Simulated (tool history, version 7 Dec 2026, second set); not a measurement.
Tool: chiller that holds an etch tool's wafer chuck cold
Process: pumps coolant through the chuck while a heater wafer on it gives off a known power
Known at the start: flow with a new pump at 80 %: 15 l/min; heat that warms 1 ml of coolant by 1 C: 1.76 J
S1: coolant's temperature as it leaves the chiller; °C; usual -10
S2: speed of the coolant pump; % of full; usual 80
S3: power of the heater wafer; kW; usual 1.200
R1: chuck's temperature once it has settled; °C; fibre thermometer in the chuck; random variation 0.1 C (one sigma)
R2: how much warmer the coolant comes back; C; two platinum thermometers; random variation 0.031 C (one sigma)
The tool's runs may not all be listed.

Run 1, hour 0.0: usual settings. Result: R1 4.5 °C, R2 2.79 C.
Run 2, hour 66.9: usual settings. Result: R1 4.4 °C, R2 2.78 C.
Run 3, hour 186.8: usual settings. Result: R1 4.7 °C, R2 2.76 C.
Run 4, hour 272.2: usual settings but S2 86 % of full. Result: R1 4.0 °C, R2 2.62 C.
Run 5, hour 322.6: usual settings but S2 86 % of full. Result: R1 3.9 °C, R2 2.63 C.
Run 6, hour 410.2: usual settings but S2 86 % of full. Result: R1 3.8 °C, R2 2.56 C.
Run 7, hour 503.8: usual settings but S2 86 % of full. Result: R1 4.0 °C, R2 2.63 C.
Run 8, hour 573.8: usual settings but S2 86 % of full. Result: R1 4.0 °C, R2 2.61 C.
Run 9, hour 676.4: usual settings but S2 63 % of full. Result: R1 6.9 °C, R2 3.58 C.
Run 10, hour 756.8: usual settings. Result: R1 4.5 °C, R2 2.81 C.
Run 11, hour 849.2: usual settings. Result: R1 4.7 °C, R2 2.80 C.
Run 12, hour 970.7: usual settings. Result: R1 4.8 °C, R2 2.90 C.
At hour 987.2: coolant pump overhauled.
Run 13, hour 1064.2: usual settings. Result: R1 5.0 °C, R2 2.88 C.
Run 14, hour 1121.5: usual settings but S3 0.727 kW. Result: R1 -1.1 °C, R2 1.73 C.
At hour 1202.0: coolant pump overhauled, once more.
Run 15, hour 1240.8: usual settings but S3 0.727 kW. Result: R1 -1.4 °C, R2 1.62 C.
Run 16, hour 1306.7: usual settings but S3 0.727 kW. Result: R1 -1.5 °C, R2 1.63 C.
Run 17, hour 1422.0: usual settings but S3 0.727 kW. Result: R1 -1.2 °C, R2 1.63 C.
Run 18, hour 1494.4: usual settings but S3 0.691 kW. Result: R1 -1.6 °C, R2 1.55 C.
Run 19, hour 1552.7: usual settings but S2 69 % of full, S3 0.661 kW. Result: R1 -1.3 °C, R2 1.71 C.
At hour 1560.7: chiller's thermometer calibrated.
Run 20, hour 1664.8: usual settings but S2 69 % of full, S3 0.661 kW. Result: R1 -1.3 °C, R2 1.73 C.
Run 21, hour 1750.8: usual settings but S1 -6 °C, S2 63 % of full, S3 0.652 kW. Result: R1 2.9 °C, R2 1.90 C.
Run 22, hour 1851.3: usual settings but S1 -6 °C, S2 91 % of full. Result: R1 7.5 °C, R2 2.44 C.
At hour 1926.2: coolant changed, channels flushed.
Run 23, hour 1957.4: usual settings but S1 -6 °C, S2 91 % of full. Result: R1 5.6 °C, R2 2.38 C.
Run 24, hour 2017.6: usual settings but S1 -1 °C, S2 89 % of full, S3 0.744 kW. Result: R1 6.4 °C, R2 1.52 C.
Run 25, hour 2070.8: usual settings but S1 -1 °C, S2 89 % of full, S3 0.744 kW. Result: R1 6.6 °C, R2 1.54 C.
Run 26, hour 2126.3: usual settings but S1 -18 °C, S2 87 % of full, S3 0.872 kW. Result: R1 -9.2 °C, R2 1.85 C.
Run 27, hour 2177.3: usual settings but S1 -5 °C, S2 83 % of full, S3 0.724 kW. Result: R1 2.5 °C, R2 1.55 C.
Run 28, hour 2230.8: usual settings but S1 -6 °C. Result: R1 7.0 °C, R2 2.73 C.

The same runs without the tool's hidden state, with the same run-to-run variation:
The hidden state here: heat passed by the chuck's channels, % of clean ones'; flow at a given pump speed, % of a new pump's; coolant's true temperature over the reading, C; drift of the gauge itself on chuck_c, C; drift of the gauge itself on warmer_back_c, C.
run    R1    R2
  1   2.8  2.72
  2   2.7  2.71
  3   2.9  2.69
  4   2.3  2.55
  5   2.2  2.55
  6   2.1  2.48
  7   2.2  2.55
  8   2.2  2.53
  9   4.7  3.46
 10   2.6  2.72
 11   2.7  2.70
 12   2.8  2.79
 13   2.9  2.74
 14  -2.3  1.64
 15  -2.4  1.64
 16  -2.5  1.65
 17  -2.2  1.64
 18  -2.6  1.56
 19  -2.3  1.72
 20  -2.3  1.74
 21   1.8  1.91
 22   5.8  2.45
 23   5.6  2.38
 24   6.4  1.51
 25   6.6  1.53
 26  -9.2  1.84
 27   2.5  1.54
 28   6.9  2.72
